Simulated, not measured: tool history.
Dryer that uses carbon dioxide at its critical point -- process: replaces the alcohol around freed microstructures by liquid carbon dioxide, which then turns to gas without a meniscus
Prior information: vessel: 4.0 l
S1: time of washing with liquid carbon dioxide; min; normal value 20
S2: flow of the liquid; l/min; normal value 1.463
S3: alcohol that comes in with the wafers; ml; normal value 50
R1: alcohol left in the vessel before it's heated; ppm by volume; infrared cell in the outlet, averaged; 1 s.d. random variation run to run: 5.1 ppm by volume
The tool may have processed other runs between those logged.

run 1 hour=0.0 | S1=20 S2=1.463 S3=50 | R1=61
run 2 hour=18.4 | S1=20 S2=1.463 S3=50 | R1=65
run 3 hour=52.2 | S1=20 S2=1.463 S3=50 | R1=76
run 4 hour=78.0 | S1=31 S2=1.463 S3=50 | R1=8
run 5 hour=109.5 | S1=17 S2=1.463 S3=50 | R1=142
run 6 hour=125.4 | S1=17 S2=1.463 S3=50 | R1=148
run 7 hour=149.9 | S1=17 S2=1.463 S3=50 | R1=148
run 8 hour=177.4 | S1=20 S2=2.100 S3=50 | R1=17
run 9 hour=201.4 | S1=20 S2=2.100 S3=50 | R1=21
run 10 hour=223.3 | S1=20 S2=2.100 S3=50 | R1=23
run 11 hour=238.3 | S1=16 S2=1.960 S3=82 | R1=83
run 12 hour=255.3 | S1=20 S2=1.110 S3=74 | R1=396
run 13 hour=285.3 | S1=13 S2=1.030 S3=27 | R1=666
run 14 hour=305.3 | S1=16 S2=1.020 S3=50 | R1=730
run 15 hour=334.6 | S1=16 S2=1.020 S3=50 | R1=748

Predict each of these 5 candidate next runs independently; none follows another, all start after run 15:
run A hour=351.2 | S1=17 S2=2.280 S3=93 | R1=?
run B hour=351.2 | S1=19 S2=2.480 S3=98 | R1=?
run C hour=351.2 | S1=16 S2=1.160 S3=50 | R1=?
run D hour=351.2 | S1=21 S2=1.840 S3=104 | R1=?
run E hour=351.2 | S1=27 S2=1.860 S3=22 | R1=?

run=A R1=48
run=B R1=18
run=C R1=486
run=D R1=51
run=E R1=30
The same runs, with their run-to-run variation unchanged, on a tool lacking any hidden condition would have given:
run=A R1=23
run=B R1=0
run=C R1=402
run=D R1=25
run=E R1=10

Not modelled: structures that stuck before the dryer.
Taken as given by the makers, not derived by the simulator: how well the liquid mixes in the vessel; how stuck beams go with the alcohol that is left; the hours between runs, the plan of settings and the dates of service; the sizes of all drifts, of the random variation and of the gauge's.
